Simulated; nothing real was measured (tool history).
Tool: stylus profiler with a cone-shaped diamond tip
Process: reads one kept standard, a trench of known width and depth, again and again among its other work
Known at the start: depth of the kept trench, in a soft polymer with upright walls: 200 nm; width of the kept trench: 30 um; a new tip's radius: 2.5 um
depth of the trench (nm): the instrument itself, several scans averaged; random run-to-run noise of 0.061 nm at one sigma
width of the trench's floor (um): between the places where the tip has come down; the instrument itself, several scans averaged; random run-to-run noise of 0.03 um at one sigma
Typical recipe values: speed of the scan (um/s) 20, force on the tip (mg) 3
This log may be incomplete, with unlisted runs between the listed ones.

run	hour	speed of the scan (um/s)	force on the tip (mg)	depth of the trench (nm)	width of the trench's floor (um)
1	0	20	3	201.93	27.74
2	16.1	20	3	201.86	27.69
3	41.9	20	3.01	201.94	27.75
4	56.1	20	3	201.92	27.66
5	81.9	20	3	202.02	27.74
6	107.6	20	3	201.8	27.72
7	124.3	20	3	201.97	27.68
8	149.9	20	3	202.02	27.69
9	165.7	20	3	201.96	27.68
10	179	20	1.3	201.29	27.65
11	197.1	61	3	201.96	27.56
12	215.2	61	3	201.92	27.56
13	242.2	61	3	202	27.53
14	264.9	61	3	201.93	27.49
15	294.7	7	1.93	201.65	27.69
16	316.5	58	3	202.05	27.48
17	342.5	20	4.09	202.37	27.61
18	362.6	51	2.92	202.06	27.46
19	376	51	2.92	201.89	27.51
20	398.5	51	2.92	202.03	27.47
21	426.3	59	2.92	202.04	27.46
22	445.4	59	2.92	202.03	27.49
23	469.4	60	1.09	201.38	27.29
24	483.7	8	2.52	201.92	27.58
25	498.6	20	4.04	202.45	27.57
26	514.1	20	4.04	202.5	27.53
27	528.5	20	4.04	202.36	27.57

4 ways to go on from here, each from the tool as it stands after run 27. What would each give?
A	542.4	20	4.79	?	?
B	542.4	23	2.3	?	?
C	542.4	10	1.89	?	?
D	542.4	20	1.55	?	?

run	depth of the trench (nm)	width of the trench's floor (um)
A	202.61	27.5
B	201.86	27.5
C	201.78	27.57
D	201.68	27.46
What these runs would have given with no unlogged condition in the tool:
run	depth of the trench (nm)	width of the trench's floor (um)
A	201.98	27.93
B	201.24	27.93
C	201.16	28.01
D	201.06	27.89
